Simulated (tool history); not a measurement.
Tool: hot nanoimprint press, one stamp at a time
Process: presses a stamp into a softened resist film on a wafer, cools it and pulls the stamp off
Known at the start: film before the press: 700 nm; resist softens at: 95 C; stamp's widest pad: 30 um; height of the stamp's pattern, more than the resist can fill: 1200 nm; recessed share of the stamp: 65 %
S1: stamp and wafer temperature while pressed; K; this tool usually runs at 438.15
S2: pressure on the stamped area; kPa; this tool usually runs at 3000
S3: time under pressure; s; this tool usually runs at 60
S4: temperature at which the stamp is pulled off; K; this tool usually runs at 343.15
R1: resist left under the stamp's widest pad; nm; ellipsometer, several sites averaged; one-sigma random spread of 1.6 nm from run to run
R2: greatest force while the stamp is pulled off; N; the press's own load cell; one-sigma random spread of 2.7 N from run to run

Run 1, hour 0.0: usual settings. Result: R1 255.9 nm, R2 135 N.
Run 2, hour 36.3: usual settings. Result: R1 262.0 nm, R2 133 N.
At hour 125.8: press's hydraulic seals changed and the load cell set to zero.
Run 3, hour 125.8: usual settings. Result: R1 254.5 nm, R2 149 N.
Run 4, hour 168.0: usual settings but S1 443.15 K. Result: R1 222.1 nm, R2 156 N.
At hour 199.2: stamp cleaned and given a new release coat.
Run 5, hour 253.1: usual settings but S1 443.15 K. Result: R1 224.6 nm, R2 135 N.
Run 6, hour 288.0: usual settings but S1 433.15 K. Result: R1 300.2 nm, R2 143 N.
Run 7, hour 365.8: usual settings but S1 441.15 K. Result: R1 239.2 nm, R2 158 N.
At hour 410.2: stamp cleaned and given a new release coat.
Run 8, hour 419.1: usual settings but S1 441.15 K. Result: R1 242.4 nm, R2 132 N.
Run 9, hour 454.6: usual settings but S1 441.15 K. Result: R1 243.9 nm, R2 140 N.
Run 10, hour 528.9: usual settings but S4 348.15 K. Result: R1 266.1 nm, R2 127 N.
Run 11, hour 575.2: usual settings but S3 95 s, S4 334.15 K. Result: R1 230.7 nm, R2 200 N.
At hour 619.5: stamp cleaned and given a new release coat.
Run 12, hour 635.2: usual settings but S1 446.15 K, S4 337.15 K. Result: R1 218.2 nm, R2 159 N.
At hour 644.3: plate thermocouple calibrated.
Run 13, hour 713.0: usual settings but S2 2170 kPa. Result: R1 302.6 nm, R2 137 N.
Run 14, hour 782.6: usual settings but S2 2580 kPa, S3 40 s. Result: R1 328.1 nm, R2 155 N.
At hour 830.6: stamp cleaned and given a new release coat.
Run 15, hour 860.2: usual settings but S2 2580 kPa, S3 40 s, S4 331.15 K. Result: R1 325.6 nm, R2 183 N.

What would each run have given without the hidden state, its run-to-run variation left as it was?
Unlogged tool condition in this case: true temperature over the reading, C; pressure that arrives at the usual setting, %; grip of the stamp's worn release coat, % over a new coat's; drift of the gauge itself on residual_nm, %; drift of the gauge itself on pull_off_n, %.
run     R1   R2
  1  247.8  131
  2  252.5  124
  3  249.5  126
  4  216.9  126
  5  217.1  124
  6  287.8  125
  7  227.7  127
  8  229.4  124
  9  229.7  127
 10  247.7  105
 11  213.0  160
 12  201.7  148
 13  294.4  123
 14  315.9  128
 15  310.8  173

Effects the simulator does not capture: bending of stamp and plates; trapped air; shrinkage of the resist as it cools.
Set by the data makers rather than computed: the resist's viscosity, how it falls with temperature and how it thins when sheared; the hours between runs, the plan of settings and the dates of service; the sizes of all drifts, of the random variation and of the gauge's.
